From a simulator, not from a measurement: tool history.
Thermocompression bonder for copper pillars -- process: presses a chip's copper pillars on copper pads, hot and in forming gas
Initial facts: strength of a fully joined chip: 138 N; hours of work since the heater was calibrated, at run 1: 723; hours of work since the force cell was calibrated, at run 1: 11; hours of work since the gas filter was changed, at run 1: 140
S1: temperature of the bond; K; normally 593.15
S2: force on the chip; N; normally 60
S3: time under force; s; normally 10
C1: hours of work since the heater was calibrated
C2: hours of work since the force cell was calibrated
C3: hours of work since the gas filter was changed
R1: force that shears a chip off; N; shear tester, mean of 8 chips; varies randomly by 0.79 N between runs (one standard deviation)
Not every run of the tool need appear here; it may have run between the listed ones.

{"run": 1, "hour": 0.0, "S1": 593.15, "S2": 60, "S3": 10, "C1": 723, "C2": 11, "C3": 140, "R1": 86.8}
{"run": 2, "hour": 5.2, "S1": 593.15, "S2": 52, "S3": 10, "C1": 727, "C2": 15, "C3": 143, "R1": 79.9}
{"run": 3, "hour": 10.6, "S1": 593.15, "S2": 68, "S3": 10, "C1": 730, "C2": 19, "C3": 147, "R1": 95.9}
{"run": 4, "hour": 20.9, "S1": 581.15, "S2": 60, "S3": 10, "C1": 738, "C2": 26, "C3": 154, "R1": 76.9}
{"run": 5, "hour": 26.7, "S1": 581.15, "S2": 60, "S3": 10, "C1": 742, "C2": 30, "C3": 158, "R1": 77.6}
{"run": 6, "hour": 33.3, "S1": 581.15, "S2": 60, "S3": 10, "C1": 746, "C2": 35, "C3": 163, "R1": 78.5}
{"run": 7, "hour": 44.1, "S1": 581.15, "S2": 60, "S3": 10, "C1": 754, "C2": 42, "C3": 171, "R1": 76.4}
{"hour": 46.5, "done": "force cell calibrated"}
{"run": 8, "hour": 55.7, "S1": 581.15, "S2": 60, "S3": 10, "C1": 761, "C2": 6, "C3": 178, "R1": 77.6}

What does the tool deliver on the next run?
{"run": 9, "hour": 64.5, "S1": 598.15, "S2": 76, "S3": 7, "C1": 767, "C2": 13, "C3": 184, "R1": "?"}

R1: 94.9 N
Were there no unlogged condition in the tool, this run, its random variation unchanged, would have produced R1 94.8 N.
